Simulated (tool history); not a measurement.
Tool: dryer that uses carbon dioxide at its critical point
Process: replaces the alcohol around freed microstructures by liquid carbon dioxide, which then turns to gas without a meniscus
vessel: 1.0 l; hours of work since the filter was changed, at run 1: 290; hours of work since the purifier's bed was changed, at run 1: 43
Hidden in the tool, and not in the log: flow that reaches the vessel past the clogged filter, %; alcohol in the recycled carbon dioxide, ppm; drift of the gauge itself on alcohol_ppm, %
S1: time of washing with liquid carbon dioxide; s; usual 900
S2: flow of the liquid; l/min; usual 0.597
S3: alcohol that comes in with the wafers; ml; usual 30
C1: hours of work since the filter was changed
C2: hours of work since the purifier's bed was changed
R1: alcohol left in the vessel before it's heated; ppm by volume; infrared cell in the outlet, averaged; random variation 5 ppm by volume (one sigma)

run   hour    S1     S2  S3   C1   C2    R1
  1      0   900  0.597  30  290   43   101
  2     33   900  0.597  41  301   54   146
      42.7  -- inlet filter changed
  3   50.2   900  0.597  66    2   59    98
  4   69.1   900  0.597  30    9   65    53
  5  100.9   900  0.597  30   19   75    54
  6  138.2   900  0.398  30   31   87   410
  7  154.7   900  0.398  39   36   93   510
  8  174.9   900  0.398  39   43   99   531
  9  198.5   900  0.398  39   50  107   540
 10  217.5   900  0.597  29   56  113    65
 11  241.8   900   0.39  30   64  121   481
 12  265.4   900   0.39  30   72  128   497
 13  298.1   900  0.996  30   82  139    42
 14  321.4   900  0.996  30   90  146    26
 15    342   600  0.481  39   96  153  1268
 16  366.7   780  0.388  39  104  161  1178
 17  389.2   720  0.783  45  112  168    83
 18  418.5   720  0.417  28  121  178   862
 19  436.8   780   0.45  26  127  183   466
 20  471.1   600  0.597  30  138  195   463
 21  496.3   600  0.597  30  146  203   478
 22  521.5   900  0.951  30  154  211    49
 23  544.9   900  0.951  30  162  218    59
 24  572.9   900  0.951  30  171  227    51
 25    594   900  0.951  30  178  234    59
 26  616.2  1020   0.72  30  185  241    65

How the hidden state differs across the entries between the runs, from the last listed run before each to the first after it:
Between runs 2 and 3: inlet filter changed (hour 42.7)
  flow that reaches the vessel past the clogged filter, %: 85.2 -> 99.8; alcohol in the recycled carbon dioxide, ppm: 16.6 -> 17.5
  measured less the result without the state, R1: +89 -> +14 ppm by volume
